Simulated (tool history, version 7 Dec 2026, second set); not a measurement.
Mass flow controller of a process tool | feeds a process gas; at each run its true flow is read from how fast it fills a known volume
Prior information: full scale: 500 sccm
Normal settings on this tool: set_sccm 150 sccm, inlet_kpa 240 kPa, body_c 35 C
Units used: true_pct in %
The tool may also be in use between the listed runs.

run    hour  set_sccm  inlet_kpa  body_c  true_pct
  1       0       150        240      35     93.88
  2   268.5       150        240      35     93.66
  3   646.5       138        240      35     93.22
  4   972.3       108        240      35     92.25
  5    1277       108        240      35     92.01
  6  1548.8       108        240      35     91.82
  7  1893.1       108        240      35     91.72
  8  2131.5       187        240      35     93.68
  9  2516.3       187        240      35     93.54
     2730.6  -- controller's zero set anew
 10  2730.6       293        240      35     96.44
 11  3051.8       293        240      35     96.37
 12  3458.5       293        240      35     96.39
 13  3710.8       293        240      35     96.27
 14  3945.2       293        240      35     96.13
 15  4254.4       293        202      35     96.29
     4559.7  -- controller exchanged for a calibrated one
 16  4559.7        52        177      35     95.97
 17  4827.8       120        173      29     96.92
 18  5181.2        56        208      23     96.43
 19  5574.8        56        208      23     96.09
 20  5813.5        56        208      23     95.57
 21  6057.3       150        218      35     95.85
 22  6387.5       150        218      35     95.65
 23  6721.2       492        148      37     98.43
 24  6985.7       492        148      37     98.47
 25  7248.8       492        162      37     98.34
 26    7448       466        240      22      99.3
 27  7625.2       466        160      22     99.51
 28  8013.8       140        280      35     94.94

What if the next run were any one of these 3? Each begins from the tool's condition after run 28:
  A  8403.8       140        162      35         ?
  B  8403.8       493        187      35         ?
  C  8403.8       280        237      34         ?

run  true_pct
  A     94.79
  B     98.27
  C     96.54
Take away the tool's hidden state, keep each run's random variation, and the runs would have read:
run  true_pct
  A     96.62
  B     98.99
  C      97.6
